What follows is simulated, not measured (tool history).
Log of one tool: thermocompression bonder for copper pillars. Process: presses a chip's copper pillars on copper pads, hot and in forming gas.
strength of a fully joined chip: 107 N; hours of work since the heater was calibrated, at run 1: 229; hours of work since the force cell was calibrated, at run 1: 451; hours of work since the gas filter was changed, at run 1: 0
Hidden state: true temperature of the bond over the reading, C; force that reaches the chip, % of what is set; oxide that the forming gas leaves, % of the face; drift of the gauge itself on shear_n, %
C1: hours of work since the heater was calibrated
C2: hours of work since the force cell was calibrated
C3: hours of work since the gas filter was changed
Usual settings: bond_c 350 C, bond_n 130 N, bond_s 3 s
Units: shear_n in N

run 1 day=0.000 | bond_c=350 bond_n=130 bond_s=3 | C1=229 C2=451 C3=0 | shear_n=48.3
run 2 day=0.462 | bond_c=350 bond_n=130 bond_s=2 | C1=234 C2=456 C3=5 | shear_n=40.4
run 3 day=0.758 | bond_c=350 bond_n=130 bond_s=2 | C1=237 C2=459 C3=8 | shear_n=41.5
run 4 day=1.158 | bond_c=350 bond_n=130 bond_s=2 | C1=241 C2=463 C3=12 | shear_n=41.5
run 5 day=1.688 | bond_c=350 bond_n=130 bond_s=3 | C1=246 C2=468 C3=17 | shear_n=48.1
run 6 day=2.233 | bond_c=350 bond_n=130 bond_s=3 | C1=251 C2=473 C3=22 | shear_n=47.6
run 7 day=2.900 | bond_c=370 bond_n=130 bond_s=3 | C1=258 C2=480 C3=29 | shear_n=56.6
run 8 day=3.458 | bond_c=370 bond_n=130 bond_s=3 | C1=264 C2=486 C3=35 | shear_n=55.9
run 9 day=3.862 | bond_c=370 bond_n=130 bond_s=3 | C1=268 C2=490 C3=39 | shear_n=55.9
run 10 day=4.362 | bond_c=370 bond_n=130 bond_s=3 | C1=273 C2=495 C3=44 | shear_n=56.5
run 11 day=4.704 | bond_c=327 bond_n=130 bond_s=3 | C1=276 C2=498 C3=47 | shear_n=38.1
-- day=4.829 force cell calibrated
run 12 day=5.292 | bond_c=327 bond_n=130 bond_s=3 | C1=281 C2=5 C3=52 | shear_n=37.1
run 13 day=5.983 | bond_c=350 bond_n=130 bond_s=4 | C1=288 C2=12 C3=59 | shear_n=51.2
run 14 day=6.412 | bond_c=329 bond_n=82 bond_s=2 | C1=293 C2=16 C3=64 | shear_n=22.1
run 15 day=6.717 | bond_c=324 bond_n=125 bond_s=4 | C1=296 C2=19 C3=67 | shear_n=39.2
-- day=6.842 force cell calibrated, once more
run 16 day=7.092 | bond_c=333 bond_n=130 bond_s=2 | C1=299 C2=3 C3=70 | shear_n=34.9
run 17 day=7.542 | bond_c=362 bond_n=102 bond_s=7 | C1=303 C2=7 C3=74 | shear_n=60.7
run 18 day=8.196 | bond_c=359 bond_n=90 bond_s=3 | C1=310 C2=14 C3=81 | shear_n=40.4
run 19 day=8.504 | bond_c=377 bond_n=134 bond_s=3 | C1=313 C2=17 C3=84 | shear_n=60.2
run 20 day=8.858 | bond_c=377 bond_n=134 bond_s=3 | C1=316 C2=20 C3=87 | shear_n=60.2
run 21 day=9.533 | bond_c=377 bond_n=134 bond_s=3 | C1=323 C2=27 C3=94 | shear_n=61.6
run 22 day=10.046 | bond_c=377 bond_n=134 bond_s=3 | C1=328 C2=32 C3=99 | shear_n=60.9
run 23 day=10.588 | bond_c=362 bond_n=137 bond_s=3 | C1=334 C2=37 C3=105 | shear_n=54.3
run 24 day=11.300 | bond_c=335 bond_n=166 bond_s=3 | C1=341 C2=45 C3=112 | shear_n=48.6

4 ways to go on from here, each from the tool as it stands after run 24. What would each give?
run A day=11.667 | bond_c=343 bond_n=166 bond_s=4 | C1=345 C2=48 C3=115 | shear_n=?
run B day=11.667 | bond_c=360 bond_n=119 bond_s=3 | C1=345 C2=48 C3=115 | shear_n=?
run C day=11.667 | bond_c=354 bond_n=123 bond_s=3 | C1=345 C2=48 C3=115 | shear_n=?
run D day=11.667 | bond_c=350 bond_n=130 bond_s=6 | C1=345 C2=48 C3=115 | shear_n=?

run=A shear_n=57.2
run=B shear_n=49.2
run=C shear_n=47.0
run=D shear_n=59.9
Without the tool's hidden state the same runs would have given:
run=A shear_n=59.8
run=B shear_n=51.4
run=C shear_n=49.1
run=D shear_n=62.6
